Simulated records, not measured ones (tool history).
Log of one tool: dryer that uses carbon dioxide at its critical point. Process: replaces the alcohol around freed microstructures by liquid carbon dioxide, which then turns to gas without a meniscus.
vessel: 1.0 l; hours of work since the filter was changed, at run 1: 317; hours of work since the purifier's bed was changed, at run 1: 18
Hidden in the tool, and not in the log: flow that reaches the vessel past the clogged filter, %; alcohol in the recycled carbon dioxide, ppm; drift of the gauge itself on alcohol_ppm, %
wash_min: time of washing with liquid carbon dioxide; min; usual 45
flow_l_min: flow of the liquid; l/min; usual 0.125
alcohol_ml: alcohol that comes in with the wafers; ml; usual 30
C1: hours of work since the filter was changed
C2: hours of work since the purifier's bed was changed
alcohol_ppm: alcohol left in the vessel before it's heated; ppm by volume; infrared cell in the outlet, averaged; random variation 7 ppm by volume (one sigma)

{"run": 1, "hour": 0.0, "wash_min": 45, "flow_l_min": 0.125, "alcohol_ml": 30, "C1": 317, "C2": 18, "alcohol_ppm": 575}
{"run": 2, "hour": 9.2, "wash_min": 45, "flow_l_min": 0.125, "alcohol_ml": 30, "C1": 320, "C2": 22, "alcohol_ppm": 567}
{"run": 3, "hour": 18.0, "wash_min": 62, "flow_l_min": 0.125, "alcohol_ml": 30, "C1": 324, "C2": 26, "alcohol_ppm": 141}
{"run": 4, "hour": 27.3, "wash_min": 62, "flow_l_min": 0.125, "alcohol_ml": 30, "C1": 328, "C2": 29, "alcohol_ppm": 134}
{"run": 5, "hour": 37.0, "wash_min": 62, "flow_l_min": 0.125, "alcohol_ml": 33, "C1": 332, "C2": 33, "alcohol_ppm": 153}
{"run": 6, "hour": 45.1, "wash_min": 45, "flow_l_min": 0.163, "alcohol_ml": 30, "C1": 335, "C2": 37, "alcohol_ppm": 174}
{"run": 7, "hour": 50.1, "wash_min": 45, "flow_l_min": 0.212, "alcohol_ml": 30, "C1": 337, "C2": 39, "alcohol_ppm": 48}
{"run": 8, "hour": 57.4, "wash_min": 45, "flow_l_min": 0.09, "alcohol_ml": 30, "C1": 340, "C2": 42, "alcohol_ppm": 1864}
{"run": 9, "hour": 65.1, "wash_min": 45, "flow_l_min": 0.174, "alcohol_ml": 52, "C1": 343, "C2": 45, "alcohol_ppm": 216}
{"run": 10, "hour": 71.4, "wash_min": 45, "flow_l_min": 0.174, "alcohol_ml": 52, "C1": 346, "C2": 48, "alcohol_ppm": 217}
{"run": 11, "hour": 78.1, "wash_min": 28, "flow_l_min": 0.14, "alcohol_ml": 26, "C1": 349, "C2": 50, "alcohol_ppm": 1695}
{"run": 12, "hour": 86.9, "wash_min": 57, "flow_l_min": 0.184, "alcohol_ml": 58, "C1": 352, "C2": 54, "alcohol_ppm": 56}
{"run": 13, "hour": 92.4, "wash_min": 57, "flow_l_min": 0.184, "alcohol_ml": 58, "C1": 354, "C2": 56, "alcohol_ppm": 47}
{"run": 14, "hour": 100.9, "wash_min": 57, "flow_l_min": 0.184, "alcohol_ml": 58, "C1": 358, "C2": 60, "alcohol_ppm": 48}
{"run": 15, "hour": 108.6, "wash_min": 57, "flow_l_min": 0.184, "alcohol_ml": 58, "C1": 361, "C2": 63, "alcohol_ppm": 64}

Forecast each of these 4 alternatives for the next run:
{"run": "A", "hour": 118.4, "wash_min": 54, "flow_l_min": 0.08, "alcohol_ml": 65, "C1": 365, "C2": 67, "alcohol_ppm": "?"}
{"run": "B", "hour": 118.4, "wash_min": 57, "flow_l_min": 0.196, "alcohol_ml": 58, "C1": 365, "C2": 67, "alcohol_ppm": "?"}
{"run": "C", "hour": 118.4, "wash_min": 60, "flow_l_min": 0.125, "alcohol_ml": 30, "C1": 365, "C2": 67, "alcohol_ppm": "?"}
{"run": "D", "hour": 118.4, "wash_min": 57, "flow_l_min": 0.105, "alcohol_ml": 58, "C1": 365, "C2": 67, "alcohol_ppm": "?"}

run=A alcohol_ppm=3570
run=B alcohol_ppm=44
run=C alcohol_ppm=176
run=D alcohol_ppm=976
Without the tool's hidden state the same runs would have given:
run=A alcohol_ppm=2225
run=B alcohol_ppm=12
run=C alcohol_ppm=68
run=D alcohol_ppm=499
